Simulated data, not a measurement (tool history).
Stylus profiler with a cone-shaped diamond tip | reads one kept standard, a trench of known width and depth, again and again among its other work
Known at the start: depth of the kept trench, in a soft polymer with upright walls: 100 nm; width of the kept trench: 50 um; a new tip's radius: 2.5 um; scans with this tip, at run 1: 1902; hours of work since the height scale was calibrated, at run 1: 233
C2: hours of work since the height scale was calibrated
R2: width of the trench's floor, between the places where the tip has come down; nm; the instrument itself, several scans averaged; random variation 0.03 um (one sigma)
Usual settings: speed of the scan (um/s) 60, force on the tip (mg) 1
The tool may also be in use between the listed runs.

run 1 day=0 | speed_of_the_scan_(um/s)=60 force_on_the_tip_(mg)=1 | scans_with_this_tip=1902 C2=233 | depth_of_the_trench_(nm)=100.37 R2=48130
run 2 day=0.704 | speed_of_the_scan_(um/s)=60 force_on_the_tip_(mg)=2.54 | scans_with_this_tip=1983 C2=243 | depth_of_the_trench_(nm)=100.75 R2=48300
run 3 day=1.383 | speed_of_the_scan_(um/s)=60 force_on_the_tip_(mg)=1.33 | scans_with_this_tip=2062 C2=253 | depth_of_the_trench_(nm)=100.5 R2=48140
run 4 day=2.138 | speed_of_the_scan_(um/s)=60 force_on_the_tip_(mg)=1.33 | scans_with_this_tip=2150 C2=264 | depth_of_the_trench_(nm)=100.4 R2=48120
run 5 day=3.071 | speed_of_the_scan_(um/s)=68 force_on_the_tip_(mg)=1 | scans_with_this_tip=2258 C2=277 | depth_of_the_trench_(nm)=100.31 R2=48040
run 6 day=4.004 | speed_of_the_scan_(um/s)=60 force_on_the_tip_(mg)=1 | scans_with_this_tip=2366 C2=290 | depth_of_the_trench_(nm)=100.43 R2=48080
run 7 day=4.679 | speed_of_the_scan_(um/s)=60 force_on_the_tip_(mg)=1 | scans_with_this_tip=2444 C2=300 | depth_of_the_trench_(nm)=100.29 R2=48110
run 8 day=5.512 | speed_of_the_scan_(um/s)=60 force_on_the_tip_(mg)=1 | scans_with_this_tip=2541 C2=312 | depth_of_the_trench_(nm)=100.49 R2=48100
run 9 day=5.996 | speed_of_the_scan_(um/s)=60 force_on_the_tip_(mg)=1 | scans_with_this_tip=2597 C2=319 | depth_of_the_trench_(nm)=100.26 R2=48040
run 10 day=6.875 | speed_of_the_scan_(um/s)=60 force_on_the_tip_(mg)=1 | scans_with_this_tip=2699 C2=331 | depth_of_the_trench_(nm)=100.17 R2=48070
run 11 day=7.354 | speed_of_the_scan_(um/s)=60 force_on_the_tip_(mg)=1 | scans_with_this_tip=2755 C2=338 | depth_of_the_trench_(nm)=100.37 R2=48080
run 12 day=8.046 | speed_of_the_scan_(um/s)=60 force_on_the_tip_(mg)=1 | scans_with_this_tip=2835 C2=348 | depth_of_the_trench_(nm)=100.3 R2=48070
run 13 day=8.492 | speed_of_the_scan_(um/s)=60 force_on_the_tip_(mg)=1 | scans_with_this_tip=2887 C2=354 | depth_of_the_trench_(nm)=100.35 R2=48090
run 14 day=9.408 | speed_of_the_scan_(um/s)=60 force_on_the_tip_(mg)=1 | scans_with_this_tip=2993 C2=367 | depth_of_the_trench_(nm)=100.33 R2=48100
run 15 day=10 | speed_of_the_scan_(um/s)=144 force_on_the_tip_(mg)=1 | scans_with_this_tip=3062 C2=376 | depth_of_the_trench_(nm)=100.35 R2=47440
run 16 day=10.458 | speed_of_the_scan_(um/s)=60 force_on_the_tip_(mg)=1 | scans_with_this_tip=3115 C2=382 | depth_of_the_trench_(nm)=100.3 R2=48080
run 17 day=11.325 | speed_of_the_scan_(um/s)=60 force_on_the_tip_(mg)=0.83 | scans_with_this_tip=3216 C2=395 | depth_of_the_trench_(nm)=100.23 R2=48040
run 18 day=12.067 | speed_of_the_scan_(um/s)=60 force_on_the_tip_(mg)=1.19 | scans_with_this_tip=3302 C2=405 | depth_of_the_trench_(nm)=100.26 R2=48130
run 19 day=12.75 | speed_of_the_scan_(um/s)=60 force_on_the_tip_(mg)=1.19 | scans_with_this_tip=3381 C2=415 | depth_of_the_trench_(nm)=100.25 R2=48090
run 20 day=13.329 | speed_of_the_scan_(um/s)=60 force_on_the_tip_(mg)=1.19 | scans_with_this_tip=3448 C2=423 | depth_of_the_trench_(nm)=100.37 R2=48080
run 21 day=14.192 | speed_of_the_scan_(um/s)=60 force_on_the_tip_(mg)=1.19 | scans_with_this_tip=3548 C2=435 | depth_of_the_trench_(nm)=100.34 R2=48140
run 22 day=14.842 | speed_of_the_scan_(um/s)=60 force_on_the_tip_(mg)=1.19 | scans_with_this_tip=3624 C2=445 | depth_of_the_trench_(nm)=100.39 R2=48170
run 23 day=15.492 | speed_of_the_scan_(um/s)=60 force_on_the_tip_(mg)=0.48 | scans_with_this_tip=3699 C2=454 | depth_of_the_trench_(nm)=100.08 R2=47870
run 24 day=16.267 | speed_of_the_scan_(um/s)=36 force_on_the_tip_(mg)=0.8 | scans_with_this_tip=3789 C2=465 | depth_of_the_trench_(nm)=100.19 R2=48250
run 25 day=16.758 | speed_of_the_scan_(um/s)=33 force_on_the_tip_(mg)=0.49 | scans_with_this_tip=3846 C2=472 | depth_of_the_trench_(nm)=100.1 R2=48220
run 26 day=17.421 | speed_of_the_scan_(um/s)=76 force_on_the_tip_(mg)=2.51 | scans_with_this_tip=3923 C2=481 | depth_of_the_trench_(nm)=100.61 R2=48110
run 27 day=18.025 | speed_of_the_scan_(um/s)=161 force_on_the_tip_(mg)=0.55 | scans_with_this_tip=3993 C2=490 | depth_of_the_trench_(nm)=100.02 R2=46940
run 28 day=19.046 | speed_of_the_scan_(um/s)=47 force_on_the_tip_(mg)=1.27 | scans_with_this_tip=4112 C2=505 | depth_of_the_trench_(nm)=100.32 R2=48240
run 29 day=19.558 | speed_of_the_scan_(um/s)=47 force_on_the_tip_(mg)=1.27 | scans_with_this_tip=4171 C2=512 | depth_of_the_trench_(nm)=100.35 R2=48210
-- day=19.675 height scale calibrated on a step standard
run 30 day=20.525 | speed_of_the_scan_(um/s)=47 force_on_the_tip_(mg)=1.27 | scans_with_this_tip=4281 C2=12 | depth_of_the_trench_(nm)=100.27 R2=48200
run 31 day=20.971 | speed_of_the_scan_(um/s)=64 force_on_the_tip_(mg)=0.82 | scans_with_this_tip=4332 C2=18 | depth_of_the_trench_(nm)=100.16 R2=48000
-- day=21.65 height scale calibrated on a step standard, once more
run 32 day=22.029 | speed_of_the_scan_(um/s)=126 force_on_the_tip_(mg)=0.38 | scans_with_this_tip=4453 C2=5 | depth_of_the_trench_(nm)=100.15 R2=46980
run 33 day=22.55 | speed_of_the_scan_(um/s)=126 force_on_the_tip_(mg)=0.38 | scans_with_this_tip=4513 C2=13 | depth_of_the_trench_(nm)=100.22 R2=47020
run 34 day=23.604 | speed_of_the_scan_(um/s)=26 force_on_the_tip_(mg)=1 | scans_with_this_tip=4636 C2=28 | depth_of_the_trench_(nm)=100.4 R2=48350
run 35 day=24.579 | speed_of_the_scan_(um/s)=17 force_on_the_tip_(mg)=1.65 | scans_with_this_tip=4749 C2=42 | depth_of_the_trench_(nm)=100.53 R2=48390
run 36 day=25.421 | speed_of_the_scan_(um/s)=16 force_on_the_tip_(mg)=1.49 | scans_with_this_tip=4847 C2=54 | depth_of_the_trench_(nm)=100.45 R2=48410
run 37 day=26.379 | speed_of_the_scan_(um/s)=16 force_on_the_tip_(mg)=1.49 | scans_with_this_tip=4958 C2=67 | depth_of_the_trench_(nm)=100.62 R2=48420
run 38 day=26.862 | speed_of_the_scan_(um/s)=16 force_on_the_tip_(mg)=1.49 | scans_with_this_tip=5014 C2=74 | depth_of_the_trench_(nm)=100.57 R2=48370
run 39 day=27.479 | speed_of_the_scan_(um/s)=16 force_on_the_tip_(mg)=2.22 | scans_with_this_tip=5085 C2=83 | depth_of_the_trench_(nm)=100.72 R2=48390
run 40 day=28.575 | speed_of_the_scan_(um/s)=16 force_on_the_tip_(mg)=2.22 | scans_with_this_tip=5212 C2=99 | depth_of_the_trench_(nm)=100.84 R2=48390
run 41 day=29.642 | speed_of_the_scan_(um/s)=16 force_on_the_tip_(mg)=2.22 | scans_with_this_tip=5336 C2=114 | depth_of_the_trench_(nm)=100.59 R2=48400
run 42 day=30.096 | speed_of_the_scan_(um/s)=16 force_on_the_tip_(mg)=2.22 | scans_with_this_tip=5389 C2=120 | depth_of_the_trench_(nm)=100.7 R2=48420
run 43 day=30.871 | speed_of_the_scan_(um/s)=16 force_on_the_tip_(mg)=2.22 | scans_with_this_tip=5479 C2=131 | depth_of_the_trench_(nm)=100.68 R2=48400
run 44 day=31.862 | speed_of_the_scan_(um/s)=16 force_on_the_tip_(mg)=2.22 | scans_with_this_tip=5594 C2=145 | depth_of_the_trench_(nm)=100.67 R2=48410
run 45 day=32.729 | speed_of_the_scan_(um/s)=130 force_on_the_tip_(mg)=0.35 | scans_with_this_tip=5695 C2=158 | depth_of_the_trench_(nm)=99.99 R2=46910

Forecast each of these 5 alternatives for the next run:
run A day=33.562 | speed_of_the_scan_(um/s)=34 force_on_the_tip_(mg)=0.35 | scans_with_this_tip=5791 C2=170 | depth_of_the_trench_(nm)=? R2=?
run B day=33.562 | speed_of_the_scan_(um/s)=60 force_on_the_tip_(mg)=1.99 | scans_with_this_tip=5791 C2=170 | depth_of_the_trench_(nm)=? R2=?
run C day=33.562 | speed_of_the_scan_(um/s)=60 force_on_the_tip_(mg)=2.79 | scans_with_this_tip=5791 C2=170 | depth_of_the_trench_(nm)=? R2=?
run D day=33.562 | speed_of_the_scan_(um/s)=130 force_on_the_tip_(mg)=0.37 | scans_with_this_tip=5791 C2=170 | depth_of_the_trench_(nm)=? R2=?
run E day=33.562 | speed_of_the_scan_(um/s)=17 force_on_the_tip_(mg)=1.07 | scans_with_this_tip=5791 C2=170 | depth_of_the_trench_(nm)=? R2=?

run=A depth_of_the_trench_(nm)=100.16 R2=48060
run=B depth_of_the_trench_(nm)=100.54 R2=48140
run=C depth_of_the_trench_(nm)=100.94 R2=48230
run=D depth_of_the_trench_(nm)=100.18 R2=46940
run=E depth_of_the_trench_(nm)=100.43 R2=48300
Without the tool's hidden state the same runs would have given:
run=A depth_of_the_trench_(nm)=100.25 R2=48170
run=B depth_of_the_trench_(nm)=100.63 R2=48260
run=C depth_of_the_trench_(nm)=101.03 R2=48350
run=D depth_of_the_trench_(nm)=100.27 R2=47050
run=E depth_of_the_trench_(nm)=100.52 R2=48420
